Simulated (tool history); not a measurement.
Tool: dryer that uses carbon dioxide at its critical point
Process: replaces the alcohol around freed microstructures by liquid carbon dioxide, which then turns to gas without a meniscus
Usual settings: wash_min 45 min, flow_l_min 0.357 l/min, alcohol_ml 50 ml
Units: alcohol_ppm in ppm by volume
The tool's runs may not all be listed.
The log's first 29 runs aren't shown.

| run | hour | wash_min | flow_l_min | alcohol_ml | hours of work since the filter was changed | hours of work since the purifier's bed was changed | alcohol_ppm |
|---|---|---|---|---|---|---|---|
| 30 | 560.8 | 56 | 0.288 | 78 | 167 | 123 | 113 |
| 31 | 581.3 | 56 | 0.288 | 78 | 178 | 134 | 114 |
| 32 | 604.4 | 70 | 0.357 | 36 | 191 | 147 | 22 |
| 33 | 623.1 | 30 | 0.596 | 68 | 202 | 158 | 73 |
| 34 | 650.2 | 36 | 0.258 | 41 | 217 | 173 | 735 |
| 35 | 676.0 | 61 | 0.244 | 36 | 232 | 188 | 107 |
| 36 | 693.7 | 61 | 0.244 | 36 | 242 | 197 | 99 |
| 37 | 710.4 | 48 | 0.390 | 35 | 251 | 207 | 46 |
| 38 | 737.0 | 43 | 0.470 | 60 | 266 | 222 | 38 |
| 39 | 757.5 | 43 | 0.470 | 60 | 278 | 233 | 47 |
| 40 | 780.5 | 43 | 0.313 | 60 | 291 | 246 | 271 |
| 41 | 797.7 | 47 | 0.411 | 36 | 300 | 256 | 39 |
| 42 | 816.2 | 54 | 0.357 | 50 | 311 | 266 | 53 |
| 43 | 837.2 | 54 | 0.357 | 50 | 322 | 278 | 61 |
| 44 | 860.0 | 54 | 0.357 | 50 | 335 | 291 | 59 |
| 45 | 886.6 | 36 | 0.449 | 50 | 350 | 306 | 119 |
| 46 | 907.5 | 36 | 0.449 | 21 | 362 | 318 | 69 |

Forecast each of these 5 alternatives for the next run:
| A | 924.8 | 45 | 0.357 | 108 | 372 | 327 | ? |
| B | 924.8 | 37 | 0.236 | 30 | 372 | 327 | ? |
| C | 924.8 | 52 | 0.265 | 50 | 372 | 327 | ? |
| D | 924.8 | 54 | 0.411 | 50 | 372 | 327 | ? |
| E | 924.8 | 45 | 0.426 | 46 | 372 | 327 | ? |

| run | alcohol_ppm |
|---|---|
| A | 241 |
| B | 762 |
| C | 246 |
| D | 34 |
| E | 62 |
Without the tool's hidden state the same runs would have given:
| run | alcohol_ppm |
|---|---|
| A | 106 |
| B | 498 |
| C | 122 |
| D | 6 |
| E | 21 |
